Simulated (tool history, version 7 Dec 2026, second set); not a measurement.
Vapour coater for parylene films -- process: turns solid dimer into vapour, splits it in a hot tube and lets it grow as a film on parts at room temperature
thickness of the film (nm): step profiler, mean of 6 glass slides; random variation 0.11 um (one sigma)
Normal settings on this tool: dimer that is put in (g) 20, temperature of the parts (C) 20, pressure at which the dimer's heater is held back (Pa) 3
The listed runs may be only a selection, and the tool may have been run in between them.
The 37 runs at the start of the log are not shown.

run,hour,dimer that is put in (g),temperature of the parts (C),pressure at which the dimer's heater is held back (Pa),hours of work since the trap's valve was overhauled,hours of work since the table's thermometer was calibrated,thickness of the film (nm)
38,916.8,9,19,2.26,153,752,7520
39,939,29,24,2.26,169,768,21910
40,958.9,29,24,2.26,184,783,21990
41,986.1,21,17,2.26,204,803,17780
42,1002.6,29,20,3,216,815,22720
43,1017.3,29,20,3,227,826,22360
44,1034.8,12,18,6.03,240,839,8690
45,1066.8,12,18,6.03,264,862,8750
46,1098.3,12,18,6.03,287,886,8620
47,1113.8,12,18,6.03,298,897,8580

Below are 4 alternative next runs, each starting from the tool's condition after run 47. Predict each:
A,1128.6,21,20,3.69,309,908,?
B,1128.6,14,15,9.84,309,908,?
C,1128.6,28,18,6.03,309,908,?
D,1128.6,18,18,6.03,309,908,?

run,thickness of the film (nm)
A,15350
B,9860
C,19980
D,12960
Without the tool's unlogged condition, the same runs would have read:
run,thickness of the film (nm)
A,17080
B,10970
C,22220
D,14420
